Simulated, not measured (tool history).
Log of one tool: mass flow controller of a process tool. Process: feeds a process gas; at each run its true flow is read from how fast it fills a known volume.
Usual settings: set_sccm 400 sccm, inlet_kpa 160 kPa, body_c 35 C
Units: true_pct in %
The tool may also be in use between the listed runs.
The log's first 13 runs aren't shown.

run    hour  set_sccm  inlet_kpa  body_c  true_pct
 14  2252.2       400        160      33    105.40
 15  2512.7       131        160      35    115.26
 16  2685.8       131        160      35    115.59
 17  2942.4       400        160      34    106.06
 18  3123.5       279        161      34    108.01
 19  3350.7       870        159      32    103.80
     3426.9  -- controller's zero set anew, once more
 20  3475.1       400        152      33    101.02
 21  3643.9       642        160      35    101.49
 22  3807.2       400        270      20     99.43
 23  4002.0       400        270      20     99.70
 24  4129.0       110        246      30    101.56
 25  4292.0       624        180      27    100.96
 26  4407.9       624        180      27    100.96
 27  4563.8       203        159      35    102.10
 28  4723.5       400        232      21    100.28
 29  4978.7       807        206      21    100.52
 30  5163.1       807        206      21    100.71

Forecast each of these 5 alternatives for the next run:
  A  5367.9       481        225      34         ?
  B  5367.9       400        160      24         ?
  C  5367.9       498        160      26         ?
  D  5367.9       229        206      21         ?
  E  5367.9       807        147      21         ?

run  true_pct
  A    101.99
  B    101.25
  C    101.36
  D    101.32
  E    101.14
Without the tool's hidden state the same runs would have given:
run  true_pct
  A    100.15
  B     99.23
  C     99.55
  D     98.51
  E     99.65
